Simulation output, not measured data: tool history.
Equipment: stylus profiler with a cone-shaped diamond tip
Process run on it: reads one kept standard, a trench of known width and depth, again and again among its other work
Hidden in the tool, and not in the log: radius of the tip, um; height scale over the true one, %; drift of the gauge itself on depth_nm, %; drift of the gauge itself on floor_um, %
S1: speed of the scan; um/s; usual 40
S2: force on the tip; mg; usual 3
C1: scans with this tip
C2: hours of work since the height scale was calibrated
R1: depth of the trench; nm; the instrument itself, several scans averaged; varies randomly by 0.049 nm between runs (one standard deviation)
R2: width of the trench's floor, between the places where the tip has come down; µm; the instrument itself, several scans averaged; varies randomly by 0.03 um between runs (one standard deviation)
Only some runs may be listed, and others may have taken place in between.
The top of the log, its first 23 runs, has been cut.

run,hour,S1,S2,C1,C2,R1,R2
24,321,41,1.97,3362,361,201.18,46.63
25,330.1,41,1.97,3397,364,201.23,46.59
26,340.8,41,1.97,3438,369,201.2,46.64
# hour 343: height scale calibrated on a step standard
27,353.4,150,8.32,3484,4,203.46,46.5
28,372.5,150,8.32,3558,12,203.45,46.43
29,381,150,8.32,3591,16,203.35,46.36
30,400.5,149,6.29,3666,24,202.67,46.39
31,419.2,122,1.23,3738,31,200.53,45.97
# hour 427.6: height scale calibrated on a step standard, once more
32,428,122,1.23,3770,0,201.08,45.95
33,443.2,12,1.98,3828,6,201.55,46.77
34,458.7,142,1.4,3888,13,201.22,45.81
35,473.7,142,1.4,3946,19,201.15,45.84
36,483.6,142,1.4,3984,23,201.15,45.86
37,496.1,142,1.4,4032,28,201.18,45.8
38,506.7,127,1.09,4073,33,200.98,45.86
39,527.1,15,1.65,4151,41,201.33,46.74
40,540.8,13,2.54,4204,47,201.86,46.79
41,555.5,40,2.57,4261,53,201.75,46.63
42,564.9,39,4.25,4297,57,202.44,46.67
43,580.7,113,3,4357,63,201.92,46.25
44,599.8,24,4.86,4431,71,202.75,46.75
45,608.2,24,4.86,4464,75,202.75,46.73
46,628.7,37,1.28,4542,83,201.09,46.52

Each row is a separate what-if for the run after 46, all from the same tool condition, not one after another. Results?
A,647.7,13,1.65,4616,91,?,?
B,647.7,56,8.71,4616,91,?,?
C,647.7,33,3,4616,91,?,?

run,R1,R2
A,201.27,46.74
B,204.06,46.67
C,202,46.62
Stripped of hidden state, with their random variation kept, the same runs would have yielded:
run,R1,R2
A,201.34,47.13
B,204.13,47.06
C,202.06,47.01
